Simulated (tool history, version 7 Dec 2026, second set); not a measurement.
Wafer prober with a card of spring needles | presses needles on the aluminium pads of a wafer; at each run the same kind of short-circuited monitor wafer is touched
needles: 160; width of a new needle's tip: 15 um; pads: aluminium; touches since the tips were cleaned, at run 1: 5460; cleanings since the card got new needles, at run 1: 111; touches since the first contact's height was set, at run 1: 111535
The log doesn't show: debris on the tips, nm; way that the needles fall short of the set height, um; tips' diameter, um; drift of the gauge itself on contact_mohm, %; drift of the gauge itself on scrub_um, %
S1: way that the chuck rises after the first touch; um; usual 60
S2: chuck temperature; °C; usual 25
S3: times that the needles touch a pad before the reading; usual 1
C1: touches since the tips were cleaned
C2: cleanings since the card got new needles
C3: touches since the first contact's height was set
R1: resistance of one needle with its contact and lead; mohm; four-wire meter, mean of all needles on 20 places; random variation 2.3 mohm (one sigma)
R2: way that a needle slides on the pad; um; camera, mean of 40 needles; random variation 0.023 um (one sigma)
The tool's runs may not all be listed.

{"run": 1, "day": 0.0, "S1": 60, "S2": 25, "S3": 1, "C1": 5460, "C2": 111, "C3": 111535, "R1": 263, "R2": 16.5}
{"day": 0.246, "done": "tips cleaned on abrasive film"}
{"day": 1.312, "done": "tips cleaned on abrasive film"}
{"day": 2.342, "done": "tips cleaned on abrasive film"}
{"run": 2, "day": 2.342, "S1": 60, "S2": 25, "S3": 1, "C1": 0, "C2": 114, "C3": 127413, "R1": 262, "R2": 16.51}
{"day": 3.371, "done": "tips cleaned on abrasive film"}
{"day": 4.4, "done": "tips cleaned on abrasive film"}
{"run": 3, "day": 4.804, "S1": 52, "S2": 25, "S3": 1, "C1": 2752, "C2": 116, "C3": 144141, "R1": 261, "R2": 14.29}
{"day": 5.408, "done": "tips cleaned on abrasive film"}
{"day": 6.45, "done": "tips cleaned on abrasive film"}
{"day": 7.592, "done": "tips cleaned on abrasive film"}
{"run": 4, "day": 7.662, "S1": 52, "S2": 25, "S3": 1, "C1": 483, "C2": 119, "C3": 163532, "R1": 264, "R2": 14.26}
{"day": 8.738, "done": "tips cleaned on abrasive film"}
{"run": 5, "day": 9.079, "S1": 60, "S2": 25, "S3": 1, "C1": 2315, "C2": 120, "C3": 173156, "R1": 265, "R2": 16.49}
{"day": 9.867, "done": "tips cleaned on abrasive film"}
{"day": 10.412, "done": "height of the first contact set anew"}
{"day": 10.9, "done": "tips cleaned on abrasive film"}
{"run": 6, "day": 11.662, "S1": 60, "S2": 25, "S3": 1, "C1": 5198, "C2": 122, "C3": 8513, "R1": 264, "R2": 16.44}
{"day": 12.088, "done": "tips cleaned on abrasive film"}
{"day": 13.3, "done": "tips cleaned on abrasive film"}
{"day": 14.354, "done": "tips cleaned on abrasive film"}
{"run": 7, "day": 14.425, "S1": 60, "S2": 25, "S3": 1, "C1": 493, "C2": 125, "C3": 27251, "R1": 262, "R2": 16.47}
{"day": 15.417, "done": "tips cleaned on abrasive film"}
{"day": 16.429, "done": "tips cleaned on abrasive film"}
{"run": 8, "day": 16.729, "S1": 60, "S2": 25, "S3": 1, "C1": 2053, "C2": 127, "C3": 42889, "R1": 260, "R2": 16.46}
{"day": 17.546, "done": "tips cleaned on abrasive film"}
{"day": 18.554, "done": "tips cleaned on abrasive film"}
{"run": 9, "day": 18.554, "S1": 60, "S2": 25, "S3": 2, "C1": 0, "C2": 129, "C3": 55279, "R1": 261, "R2": 16.44}
{"day": 19.638, "done": "tips cleaned on abrasive film"}
{"day": 20.825, "done": "tips cleaned on abrasive film"}
{"run": 10, "day": 21.108, "S1": 60, "S2": 25, "S3": 2, "C1": 1926, "C2": 131, "C3": 72620, "R1": 258, "R2": 16.49}
{"day": 21.908, "done": "tips cleaned on abrasive film"}
{"day": 22.979, "done": "tips cleaned on abrasive film"}
{"run": 11, "day": 23.858, "S1": 60, "S2": 31, "S3": 2, "C1": 5966, "C2": 133, "C3": 91304, "R1": 263, "R2": 16.49}
{"day": 24.025, "done": "tips cleaned on abrasive film"}
{"day": 25.096, "done": "tips cleaned on abrasive film"}
{"day": 26.167, "done": "tips cleaned on abrasive film"}
{"run": 12, "day": 26.883, "S1": 60, "S2": 31, "S3": 2, "C1": 4885, "C2": 136, "C3": 111853, "R1": 266, "R2": 16.51}
{"day": 27.329, "done": "tips cleaned on abrasive film"}
{"day": 28.433, "done": "tips cleaned on abrasive film"}
{"run": 13, "day": 29.025, "S1": 60, "S2": 31, "S3": 2, "C1": 4017, "C2": 138, "C3": 126380, "R1": 264, "R2": 16.48}
{"day": 29.446, "done": "tips cleaned on abrasive film"}
{"day": 30.525, "done": "tips cleaned on abrasive film"}
{"run": 14, "day": 30.525, "S1": 60, "S2": 31, "S3": 2, "C1": 0, "C2": 140, "C3": 136571, "R1": 267, "R2": 16.43}
{"day": 31.688, "done": "tips cleaned on abrasive film"}
{"day": 32.842, "done": "tips cleaned on abrasive film"}
{"run": 15, "day": 32.983, "S1": 60, "S2": 31, "S3": 2, "C1": 985, "C2": 142, "C3": 153266, "R1": 263, "R2": 16.46}
{"day": 33.871, "done": "tips cleaned on abrasive film"}
{"day": 35.012, "done": "tips cleaned on abrasive film"}
{"run": 16, "day": 35.158, "S1": 60, "S2": 31, "S3": 2, "C1": 999, "C2": 144, "C3": 168023, "R1": 266, "R2": 16.45}
{"day": 36.092, "done": "tips cleaned on abrasive film"}
{"run": 17, "day": 36.812, "S1": 72, "S2": 25, "S3": 2, "C1": 4905, "C2": 145, "C3": 179273, "R1": 263, "R2": 19.81}
{"day": 37.171, "done": "tips cleaned on abrasive film"}
{"day": 37.371, "done": "height of the first contact set anew"}
{"day": 38.35, "done": "tips cleaned on abrasive film"}
{"run": 18, "day": 39.158, "S1": 72, "S2": 25, "S3": 2, "C1": 5516, "C2": 147, "C3": 12142, "R1": 261, "R2": 19.79}
{"day": 39.562, "done": "tips cleaned on abrasive film"}
{"day": 40.721, "done": "tips cleaned on abrasive film"}
{"run": 19, "day": 41.188, "S1": 43, "S2": 35, "S3": 2, "C1": 3166, "C2": 149, "C3": 25911, "R1": 265, "R2": 11.8}
{"day": 41.754, "done": "tips cleaned on abrasive film"}
{"day": 42.8, "done": "tips cleaned on abrasive film"}
{"day": 43.808, "done": "tips cleaned on abrasive film"}
{"run": 20, "day": 43.983, "S1": 44, "S2": 46, "S3": 2, "C1": 1215, "C2": 152, "C3": 44905, "R1": 273, "R2": 12.07}
{"day": 44.858, "done": "tips cleaned on abrasive film"}
{"run": 21, "day": 45.746, "S1": 60, "S2": 34, "S3": 1, "C1": 6065, "C2": 153, "C3": 56890, "R1": 267, "R2": 16.43}
{"day": 45.996, "done": "tips cleaned on abrasive film"}
{"day": 47.1, "done": "tips cleaned on abrasive film"}
{"day": 48.108, "done": "tips cleaned on abrasive film"}
{"run": 22, "day": 48.529, "S1": 54, "S2": 25, "S3": 1, "C1": 2873, "C2": 156, "C3": 75777, "R1": 264, "R2": 14.88}
{"day": 49.108, "done": "tips cleaned on abrasive film"}
{"day": 50.188, "done": "tips cleaned on abrasive film"}
{"run": 23, "day": 50.892, "S1": 75, "S2": 77, "S3": 3, "C1": 4801, "C2": 158, "C3": 91802, "R1": 276, "R2": 20.6}
{"day": 51.321, "done": "tips cleaned on abrasive film"}
{"day": 52.329, "done": "tips cleaned on abrasive film"}
{"day": 53.329, "done": "tips cleaned on abrasive film"}
{"run": 24, "day": 53.329, "S1": 63, "S2": 69, "S3": 3, "C1": 0, "C2": 161, "C3": 108345, "R1": 274, "R2": 17.29}
{"day": 54.4, "done": "tips cleaned on abrasive film"}
{"day": 55.446, "done": "tips cleaned on abrasive film"}
{"run": 25, "day": 55.825, "S1": 63, "S2": 69, "S3": 3, "C1": 2600, "C2": 163, "C3": 125303, "R1": 272, "R2": 17.27}
{"day": 56.521, "done": "tips cleaned on abrasive film"}
{"day": 57.512, "done": "tips cleaned on abrasive film"}
{"day": 58.529, "done": "tips cleaned on abrasive film"}
{"run": 26, "day": 58.575, "S1": 63, "S2": 69, "S3": 3, "C1": 322, "C2": 166, "C3": 143958, "R1": 272, "R2": 17.28}
{"day": 59.538, "done": "tips cleaned on abrasive film"}
{"run": 27, "day": 60.004, "S1": 63, "S2": 69, "S3": 3, "C1": 3190, "C2": 167, "C3": 153675, "R1": 274, "R2": 17.29}
{"day": 60.579, "done": "tips cleaned on abrasive film"}
{"day": 61.796, "done": "tips cleaned on abrasive film"}
{"run": 28, "day": 62.017, "S1": 60, "S2": 34, "S3": 1, "C1": 1496, "C2": 169, "C3": 167324, "R1": 266, "R2": 16.47}
{"day": 62.8, "done": "tips cleaned on abrasive film"}
{"day": 63.912, "done": "tips cleaned on abrasive film"}
{"run": 29, "day": 63.942, "S1": 60, "S2": 42, "S3": 1, "C1": 203, "C2": 171, "C3": 180395, "R1": 271, "R2": 16.45}

Hidden state at the last listed run before each entry between runs and at the first one after, where it differs:
Between runs 1 and 2: tips cleaned on abrasive film (day 0.246); tips cleaned on abrasive film (day 1.312); tips cleaned on abrasive film (day 2.342)
  debris on the tips, nm: 2.5 -> 0.3; way that the needles fall short of the set height, um: 0.02 -> 0.03
Between runs 2 and 3: tips cleaned on abrasive film (day 3.371); tips cleaned on abrasive film (day 4.4)
  debris on the tips, nm: 0.3 -> 1.8
Between runs 3 and 4: tips cleaned on abrasive film (day 5.408); tips cleaned on abrasive film (day 6.45); tips cleaned on abrasive film (day 7.592)
  debris on the tips, nm: 1.8 -> 0.6; way that the needles fall short of the set height, um: 0.03 -> 0.04
Between runs 4 and 5: tips cleaned on abrasive film (day 8.738)
  debris on the tips, nm: 0.6 -> 1.6
Between runs 5 and 6: tips cleaned on abrasive film (day 9.867); height of the first contact set anew (day 10.412); tips cleaned on abrasive film (day 10.9)
  debris on the tips, nm: 1.6 -> 2.5; way that the needles fall short of the set height, um: 0.04 -> 0
Between runs 6 and 7: tips cleaned on abrasive film (day 12.088); tips cleaned on abrasive film (day 13.3); tips cleaned on abrasive film (day 14.354)
  debris on the tips, nm: 2.5 -> 0.6; way that the needles fall short of the set height, um: 0 -> 0.01; tips' diameter, um: 15.07 -> 15.08
Between runs 7 and 8: tips cleaned on abrasive film (day 15.417); tips cleaned on abrasive film (day 16.429)
  debris on the tips, nm: 0.6 -> 1.6
Between runs 8 and 9: tips cleaned on abrasive film (day 17.546); tips cleaned on abrasive film (day 18.554)
  debris on the tips, nm: 1.6 -> 0.3
Between runs 9 and 10: tips cleaned on abrasive film (day 19.638); tips cleaned on abrasive film (day 20.825)
  debris on the tips, nm: 0.3 -> 1.5; way that the needles fall short of the set height, um: 0.01 -> 0.02
Between runs 10 and 11: tips cleaned on abrasive film (day 21.908); tips cleaned on abrasive film (day 22.979)
  debris on the tips, nm: 1.5 -> 2.7
Between runs 11 and 12: tips cleaned on abrasive film (day 24.025); tips cleaned on abrasive film (day 25.096); tips cleaned on abrasive film (day 26.167)
  debris on the tips, nm: 2.7 -> 2.4; way that the needles fall short of the set height, um: 0.02 -> 0.03
Between runs 12 and 13: tips cleaned on abrasive film (day 27.329); tips cleaned on abrasive film (day 28.433)
  debris on the tips, nm: 2.4 -> 2
Between runs 13 and 14: tips cleaned on abrasive film (day 29.446); tips cleaned on abrasive film (day 30.525)
  debris on the tips, nm: 2 -> 0.2
Between runs 14 and 15: tips cleaned on abrasive film (day 31.688); tips cleaned on abrasive film (day 32.842)
  debris on the tips, nm: 0.2 -> 0.8; way that the needles fall short of the set height, um: 0.03 -> 0.04; tips' diameter, um: 15.08 -> 15.09
Between runs 15 and 16: tips cleaned on abrasive film (day 33.871); tips cleaned on abrasive film (day 35.012)
  no hidden state differs between the two runs
Between runs 16 and 17: tips cleaned on abrasive film (day 36.092)
  debris on the tips, nm: 0.8 -> 2.5
Between runs 17 and 18: tips cleaned on abrasive film (day 37.171); height of the first contact set anew (day 37.371); tips cleaned on abrasive film (day 38.35)
  debris on the tips, nm: 2.5 -> 2.4; way that the needles fall short of the set height, um: 0.04 -> 0
Between runs 18 and 19: tips cleaned on abrasive film (day 39.562); tips cleaned on abrasive film (day 40.721)
  debris on the tips, nm: 2.4 -> 2; way that the needles fall short of the set height, um: 0 -> 0.01
Between runs 19 and 20: tips cleaned on abrasive film (day 41.754); tips cleaned on abrasive film (day 42.8); tips cleaned on abrasive film (day 43.808)
  debris on the tips, nm: 2 -> 1
Between runs 20 and 21: tips cleaned on abrasive film (day 44.858)
  debris on the tips, nm: 1 -> 2.7
Between runs 21 and 22: tips cleaned on abrasive film (day 45.996); tips cleaned on abrasive film (day 47.1); tips cleaned on abrasive film (day 48.108)
  debris on the tips, nm: 2.7 -> 1.8; way that the needles fall short of the set height, um: 0.01 -> 0.02
Between runs 22 and 23: tips cleaned on abrasive film (day 49.108); tips cleaned on abrasive film (day 50.188)
  debris on the tips, nm: 1.8 -> 2.4; tips' diameter, um: 15.09 -> 15.1
Between runs 23 and 24: tips cleaned on abrasive film (day 51.321); tips cleaned on abrasive film (day 52.329); tips cleaned on abrasive film (day 53.329)
  debris on the tips, nm: 2.4 -> 0.2; way that the needles fall short of the set height, um: 0.02 -> 0.03
Between runs 24 and 25: tips cleaned on abrasive film (day 54.4); tips cleaned on abrasive film (day 55.446)
  debris on the tips, nm: 0.2 -> 1.7
Between runs 25 and 26: tips cleaned on abrasive film (day 56.521); tips cleaned on abrasive film (day 57.512); tips cleaned on abrasive film (day 58.529)
  debris on the tips, nm: 1.7 -> 0.4
Between runs 26 and 27: tips cleaned on abrasive film (day 59.538)
  debris on the tips, nm: 0.4 -> 2; way that the needles fall short of the set height, um: 0.03 -> 0.04
Between runs 27 and 28: tips cleaned on abrasive film (day 60.579); tips cleaned on abrasive film (day 61.796)
  debris on the tips, nm: 2 -> 1.3
Between runs 28 and 29: tips cleaned on abrasive film (day 62.8); tips cleaned on abrasive film (day 63.912)
  debris on the tips, nm: 1.3 -> 0.5

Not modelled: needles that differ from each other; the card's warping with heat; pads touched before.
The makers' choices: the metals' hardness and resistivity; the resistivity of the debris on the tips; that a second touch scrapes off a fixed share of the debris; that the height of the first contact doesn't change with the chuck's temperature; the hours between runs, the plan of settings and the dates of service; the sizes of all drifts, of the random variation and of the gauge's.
